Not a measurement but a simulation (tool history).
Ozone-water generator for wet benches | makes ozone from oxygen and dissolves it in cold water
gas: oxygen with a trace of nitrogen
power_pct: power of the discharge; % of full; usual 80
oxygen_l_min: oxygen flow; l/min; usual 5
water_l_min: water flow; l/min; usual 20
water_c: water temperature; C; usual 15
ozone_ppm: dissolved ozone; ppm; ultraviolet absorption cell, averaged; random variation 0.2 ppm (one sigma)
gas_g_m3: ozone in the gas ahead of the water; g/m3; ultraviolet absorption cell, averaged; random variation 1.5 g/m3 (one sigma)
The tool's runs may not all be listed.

{"run": 1, "hour": 0.0, "power_pct": 80, "oxygen_l_min": 5, "water_l_min": 20, "water_c": 15, "ozone_ppm": 26.5, "gas_g_m3": 255.6}
{"run": 2, "hour": 110.1, "power_pct": 80, "oxygen_l_min": 5, "water_l_min": 20, "water_c": 15, "ozone_ppm": 26.9, "gas_g_m3": 255.6}
{"run": 3, "hour": 246.7, "power_pct": 80, "oxygen_l_min": 5, "water_l_min": 20, "water_c": 15, "ozone_ppm": 26.6, "gas_g_m3": 253.7}
{"run": 4, "hour": 381.5, "power_pct": 80, "oxygen_l_min": 5, "water_l_min": 20, "water_c": 15, "ozone_ppm": 26.6, "gas_g_m3": 254.1}
{"run": 5, "hour": 494.2, "power_pct": 80, "oxygen_l_min": 5, "water_l_min": 20, "water_c": 15, "ozone_ppm": 26.4, "gas_g_m3": 252}
{"run": 6, "hour": 619.2, "power_pct": 80, "oxygen_l_min": 5, "water_l_min": 20, "water_c": 15, "ozone_ppm": 26.4, "gas_g_m3": 252.5}
{"run": 7, "hour": 703.5, "power_pct": 80, "oxygen_l_min": 5, "water_l_min": 20, "water_c": 15, "ozone_ppm": 25.9, "gas_g_m3": 252.6}
{"run": 8, "hour": 791.3, "power_pct": 80, "oxygen_l_min": 5, "water_l_min": 20, "water_c": 15, "ozone_ppm": 25.8, "gas_g_m3": 252.9}
{"run": 9, "hour": 853.5, "power_pct": 80, "oxygen_l_min": 6.6, "water_l_min": 20, "water_c": 15, "ozone_ppm": 26.7, "gas_g_m3": 221.7}
{"run": 10, "hour": 938.1, "power_pct": 80, "oxygen_l_min": 5, "water_l_min": 20, "water_c": 15, "ozone_ppm": 26.4, "gas_g_m3": 252}
{"hour": 947.4, "done": "water thermometer calibrated"}
{"run": 11, "hour": 1066.0, "power_pct": 80, "oxygen_l_min": 5, "water_l_min": 20, "water_c": 15, "ozone_ppm": 25.7, "gas_g_m3": 251.8}
{"run": 12, "hour": 1210.6, "power_pct": 80, "oxygen_l_min": 5, "water_l_min": 20, "water_c": 15, "ozone_ppm": 26.1, "gas_g_m3": 251.4}
{"run": 13, "hour": 1288.1, "power_pct": 80, "oxygen_l_min": 5, "water_l_min": 27, "water_c": 15, "ozone_ppm": 19.9, "gas_g_m3": 251.4}
{"run": 14, "hour": 1419.2, "power_pct": 80, "oxygen_l_min": 5, "water_l_min": 27, "water_c": 8, "ozone_ppm": 21.6, "gas_g_m3": 250.7}
{"run": 15, "hour": 1522.1, "power_pct": 53, "oxygen_l_min": 5, "water_l_min": 20, "water_c": 15, "ozone_ppm": 21.2, "gas_g_m3": 203.9}
{"run": 16, "hour": 1655.9, "power_pct": 53, "oxygen_l_min": 5, "water_l_min": 20, "water_c": 15, "ozone_ppm": 20.6, "gas_g_m3": 203.1}
{"run": 17, "hour": 1801.2, "power_pct": 53, "oxygen_l_min": 5, "water_l_min": 20, "water_c": 15, "ozone_ppm": 21.1, "gas_g_m3": 200.6}
{"run": 18, "hour": 1922.7, "power_pct": 62, "oxygen_l_min": 5, "water_l_min": 20, "water_c": 21, "ozone_ppm": 20.4, "gas_g_m3": 218}
{"run": 19, "hour": 2039.4, "power_pct": 62, "oxygen_l_min": 5, "water_l_min": 20, "water_c": 21, "ozone_ppm": 20.5, "gas_g_m3": 216.1}

Forecast run 20:
{"run": 20, "hour": 2136.8, "power_pct": 82, "oxygen_l_min": 2.88, "water_l_min": 20, "water_c": 20, "ozone_ppm": "?", "gas_g_m3": "?"}

ozone_ppm: 22.1 ppm
gas_g_m3: 323.1 g/m3
Without the tool's hidden state the same run would have given ozone_ppm 25.4 ppm, gas_g_m3 361.4 g/m3.

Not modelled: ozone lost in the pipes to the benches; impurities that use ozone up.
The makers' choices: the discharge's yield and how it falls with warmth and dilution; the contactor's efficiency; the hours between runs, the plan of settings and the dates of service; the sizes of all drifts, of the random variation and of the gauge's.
